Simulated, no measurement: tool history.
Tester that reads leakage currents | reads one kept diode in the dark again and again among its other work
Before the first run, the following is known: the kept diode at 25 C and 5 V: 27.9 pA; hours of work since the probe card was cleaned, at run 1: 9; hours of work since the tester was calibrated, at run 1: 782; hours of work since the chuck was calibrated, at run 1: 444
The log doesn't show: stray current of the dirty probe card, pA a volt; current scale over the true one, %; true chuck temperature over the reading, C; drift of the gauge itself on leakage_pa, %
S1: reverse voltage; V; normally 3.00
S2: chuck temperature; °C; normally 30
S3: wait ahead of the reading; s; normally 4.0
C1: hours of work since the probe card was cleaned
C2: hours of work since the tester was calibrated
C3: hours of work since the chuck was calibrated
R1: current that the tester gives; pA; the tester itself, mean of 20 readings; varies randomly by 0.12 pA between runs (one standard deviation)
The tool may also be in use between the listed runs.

run,day,S1,S2,S3,C1,C2,C3,R1
1,0.000,3.00,30,4.0,9,782,444,35.84
2,2.917,3.00,30,4.1,49,821,484,35.69
3,4.925,3.00,30,4.1,76,848,511,36.04
4,7.650,3.00,30,4.0,113,885,548,35.91
# day 8.067: probe card cleaned and baked
5,11.204,3.00,30,4.0,42,931,594,35.96
# day 13.946: chuck's temperature calibrated
6,15.717,3.00,30,4.0,102,991,24,37.60

Run 7 is up next; what results do you expect?
7,17.567,4.98,30,4.0,127,1016,49,?

R1: 46.61 pA
Take away the tool's hidden state, keep the run-to-run variation as it was, and the same run would have given R1 45.10 pA.

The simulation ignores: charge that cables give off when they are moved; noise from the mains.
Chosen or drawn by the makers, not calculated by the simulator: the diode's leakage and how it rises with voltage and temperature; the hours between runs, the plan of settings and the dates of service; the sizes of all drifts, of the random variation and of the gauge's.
